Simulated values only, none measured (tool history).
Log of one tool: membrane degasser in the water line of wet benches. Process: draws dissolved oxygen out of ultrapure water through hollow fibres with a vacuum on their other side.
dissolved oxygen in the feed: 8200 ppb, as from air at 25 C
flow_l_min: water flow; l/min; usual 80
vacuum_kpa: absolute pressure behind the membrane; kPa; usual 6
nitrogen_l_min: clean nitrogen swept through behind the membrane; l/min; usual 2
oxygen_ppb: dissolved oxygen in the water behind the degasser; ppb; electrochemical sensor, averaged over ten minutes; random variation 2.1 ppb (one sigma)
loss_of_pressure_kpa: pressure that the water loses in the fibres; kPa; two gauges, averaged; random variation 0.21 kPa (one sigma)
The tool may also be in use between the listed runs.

| run | day | flow_l_min | vacuum_kpa | nitrogen_l_min | oxygen_ppb | loss_of_pressure_kpa |
|---|---|---|---|---|---|---|
| 1 | 0 | 80 | 6 | 2 | 243.2 | 51.01 |
| 2 | 5.5 | 80 | 6 | 2 | 243.9 | 50.74 |
| 3 | 16.683 | 80 | 9.03 | 2 | 474.7 | 51.18 |
| 4 | 27.533 | 80 | 6 | 1.46 | 314.5 | 51.06 |
| 5 | 36.229 | 80 | 6 | 1.46 | 311.3 | 51.44 |
|  | 37.083 | seals of the vacuum lines changed |
| 6 | 46.675 | 80 | 7.06 | 2 | 328.4 | 51.17 |
| 7 | 56.054 | 80 | 6.13 | 2 | 258.1 | 51.29 |
| 8 | 64.629 | 80 | 6.13 | 2 | 261.6 | 51.15 |
| 9 | 73.225 | 54 | 4.49 | 2.54 | 76.7 | 34.72 |
| 10 | 79.404 | 54 | 4.49 | 1.01 | 162.1 | 34.55 |
| 11 | 91.608 | 80 | 9.1 | 1.27 | 678.9 | 52.11 |
| 12 | 96.9 | 80 | 9.1 | 1.27 | 673.8 | 51.33 |
| 13 | 108.196 | 82 | 8.42 | 2.45 | 381.8 | 53.05 |

Forecast each of these 5 alternatives for the next run:
| A | 119.408 | 80 | 5.27 | 0.82 | ? | ? |
| B | 119.408 | 69 | 5.48 | 2 | ? | ? |
| C | 119.408 | 53 | 6.76 | 2.93 | ? | ? |
| D | 119.408 | 55 | 5.5 | 2.45 | ? | ? |
| E | 119.408 | 76 | 8.66 | 2.02 | ? | ? |

| run | oxygen_ppb | loss_of_pressure_kpa |
|---|---|---|
| A | 371.5 | 52.08 |
| B | 186.8 | 45.05 |
| C | 156.5 | 34.5 |
| D | 130.6 | 35.37 |
| E | 437.7 | 48.74 |
Without the tool's hidden state the same runs would have given:
| run | oxygen_ppb | loss_of_pressure_kpa |
|---|---|---|
| A | 314.9 | 50.31 |
| B | 160 | 43.53 |
| C | 141.1 | 33.33 |
| D | 112 | 34.17 |
| E | 409.1 | 47.07 |
